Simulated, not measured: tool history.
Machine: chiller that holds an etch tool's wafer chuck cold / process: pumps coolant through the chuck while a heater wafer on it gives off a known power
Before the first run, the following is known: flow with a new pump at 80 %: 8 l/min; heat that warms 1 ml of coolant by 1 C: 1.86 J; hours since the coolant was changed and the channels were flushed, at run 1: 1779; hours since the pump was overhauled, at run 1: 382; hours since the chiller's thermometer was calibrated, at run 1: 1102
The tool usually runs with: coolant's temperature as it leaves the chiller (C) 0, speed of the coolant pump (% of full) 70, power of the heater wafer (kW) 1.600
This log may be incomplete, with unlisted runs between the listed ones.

run,hour,coolant's temperature as it leaves the chiller (C),speed of the coolant pump (% of full),power of the heater wafer (kW),hours since the coolant was changed and the channels were flushed,hours since the pump was overhauled,hours since the chiller's thermometer was calibrated,chuck's temperature once it has settled (C),how much warmer the coolant comes back (C)
1,0.0,0,70,1.600,1779,382,1102,17.6,7.47
2,61.1,0,70,1.600,1840,444,1164,17.7,7.48
3,137.8,0,70,1.600,1917,520,1240,17.6,7.52
4,197.9,0,70,1.600,1977,580,1300,17.7,7.48
5,259.4,0,70,1.600,2038,642,1362,17.9,7.49
6,320.4,0,70,1.600,2100,703,1423,17.7,7.53
7,386.1,0,70,1.600,2165,769,1489,17.7,7.52
8,433.7,-4,76,1.468,2213,816,1536,11.6,6.35
9,510.1,7,73,1.056,2289,892,1613,18.5,4.74
10,597.0,0,78,1.251,2376,979,1699,13.2,5.26
11,670.2,-7,84,0.960,2449,1053,1773,2.8,3.71

Run 12 has not been measured yet. What should we expect?
12,732.9,-7,84,0.960,2512,1115,1835,?,?

Run 12 yielded chuck's temperature once it has settled (C) 2.5, how much warmer the coolant comes back (C) 3.71.
The same run, on a tool lacking any hidden state, would have yielded chuck's temperature once it has settled (C) 1.7, how much warmer the coolant comes back (C) 3.66.
